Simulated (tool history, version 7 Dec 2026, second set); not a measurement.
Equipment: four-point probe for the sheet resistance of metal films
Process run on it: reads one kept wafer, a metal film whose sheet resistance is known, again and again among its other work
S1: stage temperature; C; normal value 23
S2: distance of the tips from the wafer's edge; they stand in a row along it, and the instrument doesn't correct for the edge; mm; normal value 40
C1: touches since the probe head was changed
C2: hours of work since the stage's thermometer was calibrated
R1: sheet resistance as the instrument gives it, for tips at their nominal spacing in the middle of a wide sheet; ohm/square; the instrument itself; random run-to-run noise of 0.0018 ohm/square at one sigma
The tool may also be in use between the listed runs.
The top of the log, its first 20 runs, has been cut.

run	day	S1	S2	C1	C2	R1
21	9.750	23	7	7633	1997	8.953103
22	10.338	23	7	7866	2005	8.954215
23	10.808	29	4	8054	2011	9.118166
24	11.229	18	72	8221	2017	8.883144
25	11.825	20	42	8458	2025	8.874467
26	12.117	25	3	8573	2029	9.348295
27	12.762	34	14	8831	2038	8.833073
28	13.054	34	14	8947	2043	8.835238
29	13.704	33	26	9204	2052	8.820736
30	14.329	23	12	9454	2060	8.893822
31	14.792	23	12	9636	2067	8.892135
32	15.104	30	9	9760	2071	8.883841
# day 15.454: stage's thermometer calibrated
33	15.804	19	4	10030	5	9.182620
34	16.292	19	4	10224	12	9.189650
35	16.958	23	11	10490	21	8.916887
36	17.550	23	11	10724	29	8.919766
37	17.950	27	11	10884	35	8.903630
38	18.467	27	11	11090	42	8.900987
39	19.138	27	11	11356	51	8.898223
40	19.554	25	20	11521	57	8.885767
41	19.867	19	22	11646	61	8.906479
42	20.571	20	22	11926	71	8.901491
43	21.129	30	6	12147	79	8.978039
44	21.433	26	29	12268	83	8.868038

Below are 3 alternative next runs, each starting from the tool's condition after run 44. Predict each:
A	22.104	31	3	12535	92	?
B	22.104	25	4	12535	92	?
C	22.104	23	65	12535	92	?

run	R1
A	9.340997
B	9.156404
C	8.883519
What these runs would have given with no unlogged condition in the tool:
run	R1
A	9.322138
B	9.137887
C	8.865509

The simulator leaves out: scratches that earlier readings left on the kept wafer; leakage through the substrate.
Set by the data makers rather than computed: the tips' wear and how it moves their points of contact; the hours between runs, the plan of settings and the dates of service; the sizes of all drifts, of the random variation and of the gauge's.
